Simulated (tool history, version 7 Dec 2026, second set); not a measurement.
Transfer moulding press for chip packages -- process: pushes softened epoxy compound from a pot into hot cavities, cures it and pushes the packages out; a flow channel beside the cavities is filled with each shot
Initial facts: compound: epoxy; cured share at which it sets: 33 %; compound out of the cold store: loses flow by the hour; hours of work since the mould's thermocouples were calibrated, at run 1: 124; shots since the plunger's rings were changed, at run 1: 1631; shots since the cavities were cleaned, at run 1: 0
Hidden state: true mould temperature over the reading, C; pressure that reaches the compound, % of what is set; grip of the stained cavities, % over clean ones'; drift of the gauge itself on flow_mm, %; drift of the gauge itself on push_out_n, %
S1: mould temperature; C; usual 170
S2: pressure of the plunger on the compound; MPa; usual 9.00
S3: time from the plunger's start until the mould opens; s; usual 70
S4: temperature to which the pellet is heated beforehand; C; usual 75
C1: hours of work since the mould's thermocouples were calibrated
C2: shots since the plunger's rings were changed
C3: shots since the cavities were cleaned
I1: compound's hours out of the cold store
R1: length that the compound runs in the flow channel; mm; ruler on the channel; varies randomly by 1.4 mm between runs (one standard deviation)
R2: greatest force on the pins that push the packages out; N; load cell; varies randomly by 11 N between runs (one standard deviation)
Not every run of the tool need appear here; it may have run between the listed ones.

{"run": 1, "day": 0.0, "S1": 170, "S2": 9.0, "S3": 70, "S4": 75, "C1": 124, "C2": 1631, "C3": 0, "I1": 10.5, "R1": 684, "R2": 532}
{"run": 2, "day": 2.421, "S1": 170, "S2": 9.0, "S3": 70, "S4": 75, "C1": 158, "C2": 2397, "C3": 766, "I1": 38.8, "R1": 634, "R2": 508}
{"day": 2.838, "done": "cavities cleaned with cleaning compound and waxed"}
{"run": 3, "day": 4.046, "S1": 170, "S2": 9.0, "S3": 70, "S4": 75, "C1": 180, "C2": 2892, "C3": 383, "I1": 44.5, "R1": 623, "R2": 489}
{"day": 5.667, "done": "cavities cleaned with cleaning compound and waxed"}
{"run": 4, "day": 7.008, "S1": 170, "S2": 9.0, "S3": 70, "S4": 75, "C1": 220, "C2": 3810, "C3": 425, "I1": 10.9, "R1": 686, "R2": 528}
{"day": 8.133, "done": "plunger's sealing rings changed"}
{"day": 8.475, "done": "cavities cleaned with cleaning compound and waxed"}
{"run": 5, "day": 9.467, "S1": 170, "S2": 9.0, "S3": 77, "S4": 75, "C1": 252, "C2": 403, "C3": 314, "I1": 34.8, "R1": 639, "R2": 392}
{"day": 11.179, "done": "cavities cleaned with cleaning compound and waxed"}
{"run": 6, "day": 11.512, "S1": 170, "S2": 9.0, "S3": 77, "S4": 75, "C1": 280, "C2": 1031, "C3": 106, "I1": 28.5, "R1": 649, "R2": 406}
{"run": 7, "day": 13.692, "S1": 170, "S2": 10.65, "S3": 70, "S4": 75, "C1": 310, "C2": 1720, "C3": 795, "I1": 40.2, "R1": 683, "R2": 495}
{"day": 14.004, "done": "cavities cleaned with cleaning compound and waxed"}
{"run": 8, "day": 15.233, "S1": 170, "S2": 10.65, "S3": 92, "S4": 75, "C1": 331, "C2": 2190, "C3": 390, "I1": 12.2, "R1": 742, "R2": 281}
{"day": 16.846, "done": "cavities cleaned with cleaning compound and waxed"}
{"run": 9, "day": 18.338, "S1": 170, "S2": 10.65, "S3": 92, "S4": 75, "C1": 373, "C2": 3152, "C3": 472, "I1": 23.3, "R1": 718, "R2": 290}
{"day": 19.604, "done": "cavities cleaned with cleaning compound and waxed"}
{"run": 10, "day": 21.083, "S1": 170, "S2": 10.65, "S3": 92, "S4": 75, "C1": 411, "C2": 4002, "C3": 469, "I1": 39.9, "R1": 685, "R2": 273}
{"day": 21.688, "done": "plunger's sealing rings changed"}
{"day": 22.538, "done": "cavities cleaned with cleaning compound and waxed"}
{"run": 11, "day": 23.238, "S1": 170, "S2": 10.65, "S3": 92, "S4": 75, "C1": 439, "C2": 470, "C3": 221, "I1": 44.0, "R1": 675, "R2": 285}
{"day": 25.271, "done": "cavities cleaned with cleaning compound and waxed"}
{"run": 12, "day": 25.517, "S1": 170, "S2": 9.0, "S3": 70, "S4": 75, "C1": 470, "C2": 1172, "C3": 78, "I1": 15.8, "R1": 676, "R2": 521}
{"run": 13, "day": 26.858, "S1": 168, "S2": 9.0, "S3": 70, "S4": 75, "C1": 488, "C2": 1597, "C3": 503, "I1": 16.4, "R1": 677, "R2": 622}
{"day": 28.121, "done": "cavities cleaned with cleaning compound and waxed"}
{"run": 14, "day": 30.125, "S1": 170, "S2": 7.35, "S3": 70, "S4": 75, "C1": 533, "C2": 2610, "C3": 633, "I1": 44.7, "R1": 563, "R2": 481}
{"day": 30.896, "done": "cavities cleaned with cleaning compound and waxed"}
{"run": 15, "day": 33.258, "S1": 170, "S2": 6.9, "S3": 70, "S4": 81, "C1": 576, "C2": 3584, "C3": 749, "I1": 34.8, "R1": 558, "R2": 493}
{"day": 33.712, "done": "cavities cleaned with cleaning compound and waxed"}
{"run": 16, "day": 34.779, "S1": 170, "S2": 10.55, "S3": 51, "S4": 75, "C1": 596, "C2": 4044, "C3": 337, "I1": 30.4, "R1": 700, "R2": 1057}
{"day": 35.154, "done": "plunger's sealing rings changed"}
{"run": 17, "day": 36.342, "S1": 170, "S2": 9.0, "S3": 70, "S4": 76, "C1": 617, "C2": 376, "C3": 800, "I1": 16.5, "R1": 675, "R2": 521}
{"day": 36.625, "done": "cavities cleaned with cleaning compound and waxed"}
{"run": 18, "day": 38.988, "S1": 167, "S2": 9.09, "S3": 70, "S4": 76, "C1": 653, "C2": 1193, "C3": 747, "I1": 15.0, "R1": 689, "R2": 693}
{"day": 39.404, "done": "cavities cleaned with cleaning compound and waxed"}
{"day": 40.783, "done": "mould's thermocouples calibrated"}
{"run": 19, "day": 41.621, "S1": 167, "S2": 9.09, "S3": 70, "S4": 76, "C1": 12, "C2": 1981, "C3": 676, "I1": 20.3, "R1": 679, "R2": 654}
{"day": 42.342, "done": "cavities cleaned with cleaning compound and waxed"}
{"run": 20, "day": 44.729, "S1": 167, "S2": 9.09, "S3": 70, "S4": 76, "C1": 54, "C2": 2945, "C3": 756, "I1": 34.6, "R1": 651, "R2": 623}
{"day": 45.225, "done": "cavities cleaned with cleaning compound and waxed"}
{"run": 21, "day": 47.521, "S1": 163, "S2": 9.97, "S3": 53, "S4": 67, "C1": 92, "C2": 3809, "C3": 727, "I1": 19.7, "R1": 722, "R2": 1281}
{"day": 48.133, "done": "cavities cleaned with cleaning compound and waxed"}
{"day": 48.562, "done": "plunger's sealing rings changed"}
{"run": 22, "day": 49.512, "S1": 172, "S2": 9.15, "S3": 68, "S4": 85, "C1": 118, "C2": 300, "C3": 404, "I1": 24.9, "R1": 655, "R2": 467}
{"day": 51.088, "done": "cavities cleaned with cleaning compound and waxed"}
{"run": 23, "day": 52.704, "S1": 170, "S2": 9.0, "S3": 70, "S4": 68, "C1": 162, "C2": 1290, "C3": 510, "I1": 15.3, "R1": 675, "R2": 544}
{"day": 53.871, "done": "cavities cleaned with cleaning compound and waxed"}
{"run": 24, "day": 55.825, "S1": 166, "S2": 9.0, "S3": 70, "S4": 75, "C1": 204, "C2": 2259, "C3": 618, "I1": 32.5, "R1": 652, "R2": 681}
{"day": 56.692, "done": "cavities cleaned with cleaning compound and waxed"}
{"run": 25, "day": 57.725, "S1": 169, "S2": 9.0, "S3": 87, "S4": 75, "C1": 230, "C2": 2840, "C3": 326, "I1": 15.4, "R1": 675, "R2": 342}
{"day": 59.562, "done": "cavities cleaned with cleaning compound and waxed"}
{"run": 26, "day": 60.267, "S1": 175, "S2": 9.0, "S3": 87, "S4": 76, "C1": 265, "C2": 3625, "C3": 222, "I1": 36.6, "R1": 624, "R2": 259}
{"day": 61.833, "done": "plunger's sealing rings changed"}
{"run": 27, "day": 61.833, "S1": 175, "S2": 9.0, "S3": 87, "S4": 75, "C1": 285, "C2": 0, "C3": 686, "I1": 31.6, "R1": 632, "R2": 261}

What if the next run were any one of these 3? Each begins from the tool's condition after run 27:
{"day": 62.442, "done": "cavities cleaned with cleaning compound and waxed"}
{"run": "A", "day": 63.317, "S1": 176, "S2": 10.48, "S3": 68, "S4": 75, "C1": 305, "C2": 449, "C3": 276, "I1": 40.3, "R1": "?", "R2": "?"}
{"day": 62.442, "done": "cavities cleaned with cleaning compound and waxed"}
{"run": "B", "day": 63.317, "S1": 168, "S2": 9.0, "S3": 73, "S4": 75, "C1": 305, "C2": 449, "C3": 276, "I1": 15.7, "R1": "?", "R2": "?"}
{"day": 62.442, "done": "cavities cleaned with cleaning compound and waxed"}
{"run": "C", "day": 63.317, "S1": 163, "S2": 7.47, "S3": 59, "S4": 75, "C1": 305, "C2": 449, "C3": 276, "I1": 34.3, "R1": "?", "R2": "?"}

run=A R1=664 R2=371
run=B R1=678 R2=539
run=C R1=598 R2=1053
Without the tool's unlogged condition, the same runs would have read:
run=A R1=664 R2=369
run=B R1=678 R2=537
run=C R1=598 R2=1049
